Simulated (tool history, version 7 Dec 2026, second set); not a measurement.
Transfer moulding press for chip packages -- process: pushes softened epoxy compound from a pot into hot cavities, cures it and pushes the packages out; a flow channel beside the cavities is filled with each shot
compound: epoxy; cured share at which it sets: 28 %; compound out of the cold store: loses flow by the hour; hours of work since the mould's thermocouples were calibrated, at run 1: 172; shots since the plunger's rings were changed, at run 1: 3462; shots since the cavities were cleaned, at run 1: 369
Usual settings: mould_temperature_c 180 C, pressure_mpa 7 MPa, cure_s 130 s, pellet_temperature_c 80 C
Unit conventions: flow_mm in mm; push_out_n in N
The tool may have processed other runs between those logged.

run   hour  mould_temperature_c  pressure_mpa  cure_s  pellet_temperature_c  hours of work since the mould's thermocouples were calibrated  shots since the plunger's rings were changed  shots since the cavities were cleaned  incoming compound's hours out of the cold store  flow_mm  push_out_n
  1      0                  180             7     130                    80                                                            172                                          3462                                    369                                             37.4      698         466
  2   18.9                  180             7     130                    80                                                            182                                          3601                                    508                                             29.1      724         528
  3   46.7                  180             7     130                    80                                                            197                                          3806                                    713                                             18.8      755         575
  4   68.7                  180             7     130                    81                                                            209                                          3969                                    876                                             34.4      709         613
  5   96.1                  180             7     130                    81                                                            224                                          4171                                   1078                                             14.4      773         646
  6  108.9                  180             7     130                    80                                                            231                                          4266                                   1173                                             30.4      709         619
     114.5  -- cavities cleaned with cleaning compound and waxed
  7  130.8                  180             7     130                    80                                                            242                                          4416                                    120                                             28.8      718         407
  8  151.8                  180             7     130                    80                                                            254                                          4571                                    275                                               31      710         465
  9  167.3                  180             7     130                    80                                                            262                                          4686                                    390                                             43.2      675         508
     173.3  -- plunger's sealing rings changed
 10  195.1                  180             7     130                    80                                                            276                                           161                                    576                                              8.2      832         556
 11  221.2                  180             7     130                    80                                                            290                                           354                                    769                                             21.8      787         616
 12  248.2                  180             7     144                    80                                                            305                                           553                                    968                                             23.4      779         581
 13  261.4                  180             7     144                    80                                                            312                                           651                                   1066                                             33.7      735         580
     281.4  -- cavities cleaned with cleaning compound and waxed
 14    289                  177             7     130                    80                                                            327                                           843                                     56                                             12.3      822         392
 15    303                  177             7     130                    80                                                            334                                           947                                    160                                             21.1      796         453
 16  319.6                  188          7.57     130                    80                                                            343                                          1069                                    282                                             40.6      704         410
 17  336.6                  188          7.57     130                    80                                                            353                                          1195                                    408                                             15.6      789         456
 18  364.1                  188             6     162                    72                                                            368                                          1398                                    611                                             10.7      712         514
 19  382.4                  188             6     162                    72                                                            378                                          1533                                    746                                             41.1      620         539
 20  399.4                  180             7     130                    80                                                            387                                          1658                                    871                                             29.8      742         616
 21  415.3                  184             7     121                    80                                                            396                                          1775                                    988                                             34.1      705         565
 22  441.6                  176          5.88     130                    79                                                            410                                          1970                                   1183                                             28.2      708         789
     445.2  -- cavities cleaned with cleaning compound and waxed
 23  466.9                  177          5.88     145                    73                                                            423                                          2146                                    161                                             41.4      650         421
 24  494.4                  178             7     116                    80                                                            438                                          2348                                    363                                               15      796         652
 25    515                  180          7.59     142                    84                                                            450                                          2501                                    516                                             45.2      711         527
 26  542.6                  180          7.59     142                    84                                                            465                                          2704                                    719                                             41.7      722         574
 27  560.1                  180          7.59     142                    84                                                            474                                          2834                                    849                                             43.6      712         566
 28  580.7                  176          6.55     156                    75                                                            485                                          2985                                   1000                                             39.5      693         622

What if the next run were any one of these 5? Each begins from the tool's condition after run 28:
  A  602.1                  180          8.38     130                    80                                                            497                                          3144                                   1159                                             31.8        ?           ?
  B  602.1                  176          6.55     154                    83                                                            497                                          3144                                   1159                                             28.3        ?           ?
  C  602.1                  176          6.55     122                    89                                                            497                                          3144                                   1159                                             12.8        ?           ?
  D  602.1                  173          5.39     156                    77                                                            497                                          3144                                   1159                                             38.6        ?           ?
  E  602.1                  180             7     114                    80                                                            497                                          3144                                   1159                                             15.8        ?           ?

run  flow_mm  push_out_n
  A      786         614
  B      726         609
  C      784         842
  D      640         669
  E      773         745
Had the tool no hidden state, the same runs would have come out as:
run  flow_mm  push_out_n
  A      828         307
  B      765         308
  C      826         449
  D      675         345
  E      814         390
